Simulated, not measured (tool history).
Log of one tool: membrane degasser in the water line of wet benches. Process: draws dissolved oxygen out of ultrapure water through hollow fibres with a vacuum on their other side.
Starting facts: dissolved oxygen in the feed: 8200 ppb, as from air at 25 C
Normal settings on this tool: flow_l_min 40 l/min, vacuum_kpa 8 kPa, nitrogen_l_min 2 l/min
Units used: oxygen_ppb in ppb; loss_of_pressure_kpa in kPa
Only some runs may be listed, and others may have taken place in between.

Run 1, hour 0: usual settings. Result: oxygen_ppb 443.8 ppb, loss_of_pressure_kpa 48.81 kPa.
Run 2, hour 340: usual settings but nitrogen_l_min 1.14 l/min. Result: oxygen_ppb 569.5 ppb, loss_of_pressure_kpa 49.22 kPa.
Run 3, hour 707.3: usual settings but nitrogen_l_min 1.14 l/min. Result: oxygen_ppb 586.3 ppb, loss_of_pressure_kpa 49.04 kPa.
Run 4, hour 944.4: usual settings. Result: oxygen_ppb 457.3 ppb, loss_of_pressure_kpa 49.45 kPa.
Run 5, hour 1216.3: usual settings but flow_l_min 44 l/min. Result: oxygen_ppb 512.9 ppb, loss_of_pressure_kpa 53.97 kPa.
Run 6, hour 1410.1: usual settings but flow_l_min 44 l/min. Result: oxygen_ppb 516 ppb, loss_of_pressure_kpa 54.27 kPa.
Run 7, hour 1609.4: usual settings but flow_l_min 44 l/min. Result: oxygen_ppb 509.1 ppb, loss_of_pressure_kpa 54.45 kPa.
At hour 1702.8: vacuum gauge calibrated.
Run 8, hour 1773.7: usual settings but flow_l_min 44 l/min, nitrogen_l_min 3.28 l/min. Result: oxygen_ppb 423.7 ppb, loss_of_pressure_kpa 54.62 kPa.
Run 9, hour 2010.1: usual settings but flow_l_min 44 l/min, nitrogen_l_min 3.28 l/min. Result: oxygen_ppb 430.2 ppb, loss_of_pressure_kpa 54.8 kPa.
Run 10, hour 2301.1: usual settings but flow_l_min 32 l/min. Result: oxygen_ppb 338.3 ppb, loss_of_pressure_kpa 39.47 kPa.
Run 11, hour 2655.7: usual settings but flow_l_min 32 l/min. Result: oxygen_ppb 334.7 ppb, loss_of_pressure_kpa 39.88 kPa.
Run 12, hour 3027.8: usual settings but flow_l_min 32 l/min. Result: oxygen_ppb 338.4 ppb, loss_of_pressure_kpa 40.26 kPa.
Run 13, hour 3308.5: usual settings but flow_l_min 57 l/min, nitrogen_l_min 3.81 l/min. Result: oxygen_ppb 594.3 ppb, loss_of_pressure_kpa 71.58 kPa.
Run 14, hour 3540.5: usual settings but flow_l_min 32 l/min, vacuum_kpa 7.81 kPa, nitrogen_l_min 3.08 l/min. Result: oxygen_ppb 279.8 ppb, loss_of_pressure_kpa 40.13 kPa.
At hour 3702.6: seals of the vacuum lines changed.
Run 15, hour 3714.3: usual settings but flow_l_min 63 l/min, nitrogen_l_min 3.89 l/min. Result: oxygen_ppb 672.1 ppb, loss_of_pressure_kpa 79.2 kPa.
Run 16, hour 4085.4: usual settings but flow_l_min 36 l/min, nitrogen_l_min 3.79 l/min. Result: oxygen_ppb 316.4 ppb, loss_of_pressure_kpa 45.31 kPa.
Run 17, hour 4381.2: usual settings but flow_l_min 26 l/min, vacuum_kpa 18.84 kPa, nitrogen_l_min 1.26 l/min. Result: oxygen_ppb 762.4 ppb, loss_of_pressure_kpa 33.2 kPa.
Run 18, hour 4534.9: usual settings but flow_l_min 29 l/min, vacuum_kpa 8.92 kPa, nitrogen_l_min 2.83 l/min. Result: oxygen_ppb 275.7 ppb, loss_of_pressure_kpa 37.05 kPa.
Run 19, hour 4802.2: usual settings but flow_l_min 54 l/min, nitrogen_l_min 4.11 l/min. Result: oxygen_ppb 564 ppb, loss_of_pressure_kpa 68.55 kPa.
Run 20, hour 4962.2: usual settings but vacuum_kpa 18.93 kPa, nitrogen_l_min 2.17 l/min. Result: oxygen_ppb 842.1 ppb, loss_of_pressure_kpa 50.61 kPa.
Run 21, hour 5198.8: usual settings but vacuum_kpa 18.93 kPa, nitrogen_l_min 2.17 l/min. Result: oxygen_ppb 843.8 ppb, loss_of_pressure_kpa 51.05 kPa.
Run 22, hour 5421.1: usual settings but flow_l_min 32 l/min. Result: oxygen_ppb 344.7 ppb, loss_of_pressure_kpa 40.93 kPa.

Branching from run 22: 5 alternative next runs. What would each branch give?
Run A, hour 5766.8: usual settings but flow_l_min 32 l/min, vacuum_kpa 14.73 kPa. Result: oxygen_ppb ?, loss_of_pressure_kpa ?.
Run B, hour 5766.8: usual settings but flow_l_min 28 l/min, vacuum_kpa 13.37 kPa, nitrogen_l_min 1.86 l/min. Result: oxygen_ppb ?, loss_of_pressure_kpa ?.
Run C, hour 5766.8: usual settings but flow_l_min 33 l/min, vacuum_kpa 6.84 kPa, nitrogen_l_min 1.5 l/min. Result: oxygen_ppb ?, loss_of_pressure_kpa ?.
Run D, hour 5766.8: usual settings but flow_l_min 36 l/min, vacuum_kpa 8.32 kPa, nitrogen_l_min 5.74 l/min. Result: oxygen_ppb ?, loss_of_pressure_kpa ?.
Run E, hour 5766.8: usual settings. Result: oxygen_ppb ?, loss_of_pressure_kpa ?.

run  oxygen_ppb  loss_of_pressure_kpa
  A       577.8                 41.06
  B       468.4                 35.56
  C       367.6                 42.37
  D       306.4                  46.2
  E       479.6                 51.12
The same runs, with their run-to-run variation unchanged, on a tool lacking any hidden condition would have given:
run  oxygen_ppb  loss_of_pressure_kpa
  A       533.1                 38.47
  B       431.1                 33.29
  C         317                 39.69
  D       254.8                 43.26
  E       417.7                 47.88
